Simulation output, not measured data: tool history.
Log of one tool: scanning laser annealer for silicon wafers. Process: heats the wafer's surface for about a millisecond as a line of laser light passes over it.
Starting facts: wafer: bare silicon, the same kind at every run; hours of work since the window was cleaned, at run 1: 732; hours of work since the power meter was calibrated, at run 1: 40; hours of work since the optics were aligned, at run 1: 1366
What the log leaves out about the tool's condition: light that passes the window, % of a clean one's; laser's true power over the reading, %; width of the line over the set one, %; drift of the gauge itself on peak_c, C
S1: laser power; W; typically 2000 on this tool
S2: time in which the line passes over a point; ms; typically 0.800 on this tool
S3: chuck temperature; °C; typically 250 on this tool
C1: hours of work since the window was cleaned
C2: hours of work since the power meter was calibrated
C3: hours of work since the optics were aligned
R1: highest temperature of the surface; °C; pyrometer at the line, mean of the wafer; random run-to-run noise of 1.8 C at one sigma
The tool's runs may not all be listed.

Run 1, hour 0.0: usual settings; C1 732; C2 40; C3 1366. Result: R1 982 °C.
Run 2, hour 27.7: usual settings but S1 1831 W; C1 747; C2 55; C3 1381. Result: R1 910 °C.
Run 3, hour 68.2: usual settings but S1 1831 W; C1 770; C2 77; C3 1403. Result: R1 907 °C.
At hour 76.9: optics aligned, line set to its width.
Run 4, hour 96.4: usual settings but S1 2148 W; C1 782; C2 90; C3 11. Result: R1 1039 °C.
Run 5, hour 136.2: usual settings but S1 2148 W; C1 804; C2 112; C3 33. Result: R1 1034 °C.
Run 6, hour 153.2: usual settings; C1 814; C2 121; C3 42. Result: R1 976 °C.
At hour 167.6: optics aligned, line set to its width, once more.
Run 7, hour 184.4: usual settings but S1 1858 W, S3 281 °C; C1 828; C2 136; C3 9. Result: R1 962 °C.
Run 8, hour 210.1: usual settings but S1 2129 W, S2 0.901 ms, S3 240 °C; C1 842; C2 150; C3 23. Result: R1 1090 °C.
Run 9, hour 241.1: usual settings but S1 1864 W, S2 0.609 ms; C1 860; C2 167; C3 41. Result: R1 845 °C.
Run 10, hour 262.4: usual settings but S1 1824 W, S2 0.585 ms; C1 871; C2 179; C3 52. Result: R1 818 °C.

What if the next run were any one of these 5? Each begins from the tool's condition after run 10:
Run A, hour 281.6: usual settings but S1 2094 W, S2 0.763 ms, S3 277 °C; C1 882; C2 190; C3 63. Result: R1 ?.
Run B, hour 281.6: usual settings but S1 2069 W, S2 0.654 ms; C1 882; C2 190; C3 63. Result: R1 ?.
Run C, hour 281.6: usual settings but S3 237 °C; C1 882; C2 190; C3 63. Result: R1 ?.
Run D, hour 281.6: usual settings but S1 1757 W, S2 0.585 ms; C1 882; C2 190; C3 63. Result: R1 ?.
Run E, hour 281.6: usual settings but S1 1790 W, S2 0.585 ms; C1 882; C2 190; C3 63. Result: R1 ?.

run    R1
  A  1043
  B   943
  C   977
  D   789
  E   805
Without the tool's hidden state the same runs would have given:
run    R1
  A  1067
  B   965
  C  1001
  D   806
  E   822

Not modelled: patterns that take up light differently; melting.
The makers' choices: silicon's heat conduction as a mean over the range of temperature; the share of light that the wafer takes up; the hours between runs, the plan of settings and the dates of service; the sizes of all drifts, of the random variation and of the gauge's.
